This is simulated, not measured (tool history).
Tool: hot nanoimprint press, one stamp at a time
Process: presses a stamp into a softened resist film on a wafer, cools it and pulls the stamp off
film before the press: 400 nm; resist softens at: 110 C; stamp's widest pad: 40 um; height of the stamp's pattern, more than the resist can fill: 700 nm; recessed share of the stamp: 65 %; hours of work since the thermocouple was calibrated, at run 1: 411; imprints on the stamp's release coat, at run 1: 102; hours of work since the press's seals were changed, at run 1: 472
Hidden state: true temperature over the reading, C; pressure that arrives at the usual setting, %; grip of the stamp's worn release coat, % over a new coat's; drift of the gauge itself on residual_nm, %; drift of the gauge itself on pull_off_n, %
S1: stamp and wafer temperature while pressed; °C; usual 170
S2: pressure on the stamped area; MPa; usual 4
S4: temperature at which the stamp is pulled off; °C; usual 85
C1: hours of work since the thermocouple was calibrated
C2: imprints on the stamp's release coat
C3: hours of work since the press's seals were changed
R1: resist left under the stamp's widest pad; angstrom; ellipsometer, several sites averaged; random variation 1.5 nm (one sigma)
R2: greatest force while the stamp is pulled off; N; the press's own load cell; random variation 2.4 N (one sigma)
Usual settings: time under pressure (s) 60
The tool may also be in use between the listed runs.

{"run": 1, "hour": 0.0, "S1": 170, "S2": 4, "time under pressure (s)": 60, "S4": 85, "C1": 411, "C2": 102, "C3": 472, "R1": 2421, "R2": 115}
{"run": 2, "hour": 16.6, "S1": 170, "S2": 4, "time under pressure (s)": 60, "S4": 86, "C1": 424, "C2": 162, "C3": 485, "R1": 2429, "R2": 114}
{"run": 3, "hour": 24.6, "S1": 179, "S2": 4, "time under pressure (s)": 60, "S4": 86, "C1": 430, "C2": 190, "C3": 491, "R1": 1534, "R2": 111}
{"run": 4, "hour": 37.8, "S1": 179, "S2": 4, "time under pressure (s)": 60, "S4": 86, "C1": 440, "C2": 238, "C3": 501, "R1": 1545, "R2": 109}
{"run": 5, "hour": 46.0, "S1": 179, "S2": 4, "time under pressure (s)": 60, "S4": 86, "C1": 446, "C2": 268, "C3": 507, "R1": 1527, "R2": 115}
{"run": 6, "hour": 64.6, "S1": 170, "S2": 4, "time under pressure (s)": 60, "S4": 83, "C1": 460, "C2": 335, "C3": 521, "R1": 2433, "R2": 121}
{"run": 7, "hour": 82.1, "S1": 170, "S2": 2.51, "time under pressure (s)": 60, "S4": 85, "C1": 474, "C2": 398, "C3": 534, "R1": 2976, "R2": 123}
{"run": 8, "hour": 91.3, "S1": 170, "S2": 2.51, "time under pressure (s)": 60, "S4": 85, "C1": 481, "C2": 431, "C3": 541, "R1": 2956, "R2": 126}
{"run": 9, "hour": 102.6, "S1": 170, "S2": 2.51, "time under pressure (s)": 60, "S4": 85, "C1": 489, "C2": 472, "C3": 550, "R1": 3000, "R2": 129}
{"hour": 108.1, "done": "plate thermocouple calibrated"}
{"run": 10, "hour": 115.1, "S1": 170, "S2": 2.51, "time under pressure (s)": 60, "S4": 78, "C1": 5, "C2": 506, "C3": 557, "R1": 2873, "R2": 137}
{"run": 11, "hour": 124.4, "S1": 170, "S2": 2.51, "time under pressure (s)": 60, "S4": 78, "C1": 12, "C2": 540, "C3": 564, "R1": 2851, "R2": 138}
{"run": 12, "hour": 133.8, "S1": 170, "S2": 4, "time under pressure (s)": 60, "S4": 85, "C1": 19, "C2": 574, "C3": 571, "R1": 2350, "R2": 122}
{"run": 13, "hour": 143.2, "S1": 170, "S2": 4, "time under pressure (s)": 53, "S4": 85, "C1": 27, "C2": 607, "C3": 578, "R1": 2439, "R2": 121}
{"run": 14, "hour": 159.9, "S1": 170, "S2": 4, "time under pressure (s)": 53, "S4": 85, "C1": 39, "C2": 668, "C3": 591, "R1": 2434, "R2": 124}
{"run": 15, "hour": 173.9, "S1": 170, "S2": 4, "time under pressure (s)": 60, "S4": 85, "C1": 50, "C2": 718, "C3": 602, "R1": 2333, "R2": 128}
{"run": 16, "hour": 185.9, "S1": 170, "S2": 4, "time under pressure (s)": 60, "S4": 85, "C1": 59, "C2": 761, "C3": 611, "R1": 2336, "R2": 128}
{"run": 17, "hour": 201.3, "S1": 161, "S2": 2.8, "time under pressure (s)": 34, "S4": 85, "C1": 71, "C2": 817, "C3": 622, "R1": 3749, "R2": 125}
{"run": 18, "hour": 219.4, "S1": 164, "S2": 4, "time under pressure (s)": 60, "S4": 84, "C1": 84, "C2": 882, "C3": 636, "R1": 3096, "R2": 133}
{"run": 19, "hour": 230.9, "S1": 170, "S2": 4, "time under pressure (s)": 110, "S4": 85, "C1": 93, "C2": 924, "C3": 645, "R1": 1976, "R2": 131}
{"run": 20, "hour": 243.3, "S1": 169, "S2": 3.5, "time under pressure (s)": 84, "S4": 78, "C1": 102, "C2": 968, "C3": 654, "R1": 2435, "R2": 145}
{"run": 21, "hour": 258.5, "S1": 169, "S2": 2.44, "time under pressure (s)": 84, "S4": 78, "C1": 114, "C2": 1023, "C3": 666, "R1": 2793, "R2": 148}
{"run": 22, "hour": 275.6, "S1": 169, "S2": 3.41, "time under pressure (s)": 84, "S4": 79, "C1": 127, "C2": 1085, "C3": 679, "R1": 2447, "R2": 141}
{"run": 23, "hour": 285.1, "S1": 169, "S2": 3.41, "time under pressure (s)": 84, "S4": 79, "C1": 134, "C2": 1119, "C3": 686, "R1": 2475, "R2": 146}
{"run": 24, "hour": 295.0, "S1": 170, "S2": 3.84, "time under pressure (s)": 100, "S4": 80, "C1": 142, "C2": 1155, "C3": 693, "R1": 2117, "R2": 143}
{"run": 25, "hour": 303.5, "S1": 170, "S2": 3.84, "time under pressure (s)": 100, "S4": 80, "C1": 148, "C2": 1186, "C3": 700, "R1": 2092, "R2": 147}
{"run": 26, "hour": 313.4, "S1": 170, "S2": 3.84, "time under pressure (s)": 100, "S4": 80, "C1": 155, "C2": 1221, "C3": 707, "R1": 2122, "R2": 148}
{"run": 27, "hour": 322.7, "S1": 170, "S2": 4, "time under pressure (s)": 109, "S4": 88, "C1": 163, "C2": 1255, "C3": 714, "R1": 1998, "R2": 125}
{"run": 28, "hour": 335.4, "S1": 170, "S2": 4, "time under pressure (s)": 109, "S4": 88, "C1": 172, "C2": 1301, "C3": 724, "R1": 2013, "R2": 134}
{"run": 29, "hour": 345.8, "S1": 161, "S2": 3.01, "time under pressure (s)": 67, "S4": 84, "C1": 180, "C2": 1338, "C3": 732, "R1": 3546, "R2": 139}

How the hidden state differs across the entries between the runs, from the last listed run before each to the first after it:
Between runs 9 and 10: plate thermocouple calibrated (hour 108.1)
  true temperature over the reading, C: -1.11 -> -0.2; pressure that arrives at the usual setting, %: 98.32 -> 98.29; grip of the stamp's worn release coat, % over a new coat's: 8.2 -> 8.8
  measured less the result without the state, R1: +133 -> +34 angstrom; R2: +12 -> +12 N
